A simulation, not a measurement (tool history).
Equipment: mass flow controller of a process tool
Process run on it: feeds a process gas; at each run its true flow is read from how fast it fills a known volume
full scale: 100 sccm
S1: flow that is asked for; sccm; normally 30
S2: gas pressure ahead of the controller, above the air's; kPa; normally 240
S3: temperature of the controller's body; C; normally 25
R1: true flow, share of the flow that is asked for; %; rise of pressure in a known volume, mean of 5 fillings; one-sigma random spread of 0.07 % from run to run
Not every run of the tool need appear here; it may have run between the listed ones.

run,day,S1,S2,S3,R1
1,0.000,30,240,25,99.42
2,4.221,30,240,25,99.43
3,6.388,30,240,25,99.52
4,10.712,30,240,25,99.28
5,13.967,14,240,25,100.04
6,16.238,14,240,25,100.08
7,19.904,28,240,25,99.45
8,23.867,28,240,25,99.53
9,28.654,28,240,25,99.53
10,30.971,28,240,25,99.57
11,34.175,28,240,25,99.56
12,38.946,28,240,25,99.58
13,43.067,30,240,25,99.41
14,46.408,30,240,25,99.52
15,50.908,30,209,25,99.55
16,55.779,30,260,25,99.47
17,58.625,30,260,25,99.56
18,61.779,30,260,25,99.51
19,66.488,30,260,25,99.59
20,69.167,30,260,25,99.50
21,72.783,30,260,25,99.56
22,77.438,30,260,25,99.50
23,80.158,30,260,25,99.61
24,84.575,30,260,25,99.62
25,88.958,30,260,25,99.55
26,92.788,30,223,27,99.96
27,96.058,30,223,27,99.95
28,99.158,14,155,22,100.60
29,101.879,14,155,22,100.64
30,104.746,14,155,22,100.72
31,108.492,30,228,29,100.31
32,112.604,30,162,25,100.18
33,116.771,30,162,25,99.84
34,121.417,30,162,25,100.03
35,125.308,30,193,24,99.82
36,129.629,30,193,24,99.88
37,132.288,17,255,34,101.59
38,136.500,88,195,25,100.31
39,139.904,63,151,30,100.51
40,144.292,49,259,39,101.19
41,147.554,63,179,22,99.66
42,152.296,39,240,40,101.28
43,155.829,39,240,40,101.46
44,158.333,71,227,24,99.79
45,162.121,10,240,35,103.52
46,164.721,10,241,35,103.48
47,168.433,10,241,35,103.74
48,171.388,10,241,35,103.68
49,175.771,14,279,27,101.54

For some of the steps in R1 from one run to the next: how much would appear even if the tool had no hidden state, given the settings, what came in and random variation, and how much remains for the hidden state plus any gauge scatter that the measured result and the result without hidden state don't share?
Unlogged tool condition in this case: flow at rest that the sensor doesn't see, % of full scale; true flow over the shown one, %; drift of the gauge itself on true_pct, %.
Run 27 -> 28: S1 30 -> 14, S2 223 -> 155, S3 27 -> 22. R1 +0.65 %: hidden state +1.38, all else -0.73.
Run 36 -> 37: S1 30 -> 17, S2 193 -> 255, S3 24 -> 34. R1 +1.71 %: hidden state +1.03, all else +0.68.
Run 37 -> 38: S1 17 -> 88, S2 255 -> 195, S3 34 -> 25. R1 -1.28 %: hidden state -1.92, all else +0.64.
Run 44 -> 45: S1 71 -> 10, S2 227 -> 240, S3 24 -> 35. R1 +3.73 %: hidden state +3.84, all else -0.11.
Run 48 -> 49: S1 10 -> 14, S2 241 -> 279, S3 35 -> 27. R1 -2.14 %: hidden state -1.28, all else -0.86.

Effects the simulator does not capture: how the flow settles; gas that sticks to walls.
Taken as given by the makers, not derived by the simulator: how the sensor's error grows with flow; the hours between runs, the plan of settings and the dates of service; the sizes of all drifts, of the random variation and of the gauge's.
